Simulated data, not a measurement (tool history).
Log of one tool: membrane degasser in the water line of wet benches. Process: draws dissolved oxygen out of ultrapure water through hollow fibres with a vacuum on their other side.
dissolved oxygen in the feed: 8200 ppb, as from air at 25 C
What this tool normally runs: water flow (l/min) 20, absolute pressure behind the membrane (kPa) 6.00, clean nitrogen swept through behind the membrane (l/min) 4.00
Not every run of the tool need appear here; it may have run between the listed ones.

run,day,water flow (l/min),absolute pressure behind the membrane (kPa),clean nitrogen swept through behind the membrane (l/min),dissolved oxygen in the water behind the degasser (ppb),pressure that the water loses in the fibres (kPa)
1,0.000,20,6.00,4.00,272.9,64.92
2,6.554,27,6.00,4.00,573.4,87.20
3,14.462,27,6.00,4.00,584.6,87.87
4,21.088,27,5.04,4.00,570.7,88.61
5,26.150,27,5.04,4.00,576.7,87.51
6,34.108,20,6.00,4.00,275.7,65.23
7,43.196,17,6.00,4.00,172.0,55.37
8,47.646,17,6.00,4.00,176.2,55.61
9,55.388,17,6.00,4.00,173.1,56.04
10,63.838,17,6.00,4.00,170.5,55.84
11,68.875,20,6.37,4.00,291.0,65.16
# day 69.312: vacuum gauge calibrated
12,77.417,20,6.00,4.00,283.5,65.83
13,83.058,20,6.00,4.00,284.8,65.88
14,87.971,20,6.00,4.00,284.2,66.01
15,92.604,20,6.00,4.00,278.9,65.83
16,98.754,20,6.00,4.00,285.4,66.07
17,105.696,20,6.00,4.00,289.3,66.18
# day 108.058: vacuum gauge calibrated, once more
18,112.800,20,4.06,4.00,269.0,65.73
19,121.092,20,8.35,7.49,287.9,66.15
# day 122.846: seals of the vacuum lines changed
20,127.788,26,6.00,3.50,566.0,86.09
21,132.792,22,6.00,3.50,378.6,73.09
22,141.046,22,3.68,3.75,346.0,73.07
23,150.204,22,3.68,3.75,350.0,73.19
24,159.079,14,11.98,4.00,147.5,46.75
25,166.754,20,11.98,4.00,363.1,66.38
26,172.908,24,10.40,2.62,580.1,80.22
27,182.150,24,11.19,3.99,530.3,80.13
28,188.538,21,5.27,2.97,337.8,70.03
29,195.862,14,5.27,2.97,101.7,47.04
30,203.546,20,3.63,4.00,280.0,67.15
31,209.621,19,12.68,11.49,263.4,64.13

Forecast each of these 5 alternatives for the next run:
A,214.571,20,6.00,10.11,?,?
B,214.571,15,12.98,8.38,?,?
C,214.571,31,3.98,1.73,?,?
D,214.571,19,12.68,3.88,?,?
E,214.571,30,10.86,4.00,?,?

run,dissolved oxygen in the water behind the degasser (ppb),pressure that the water loses in the fibres (kPa)
A,279.5,66.60
B,147.0,50.28
C,825.2,103.79
D,335.7,63.84
E,857.6,100.94
Stripped of hidden state, with their random variation kept, the same runs would have yielded:
run,dissolved oxygen in the water behind the degasser (ppb),pressure that the water loses in the fibres (kPa)
A,231.4,62.93
B,123.7,47.52
C,723.3,98.06
D,293.3,60.33
E,762.8,95.40
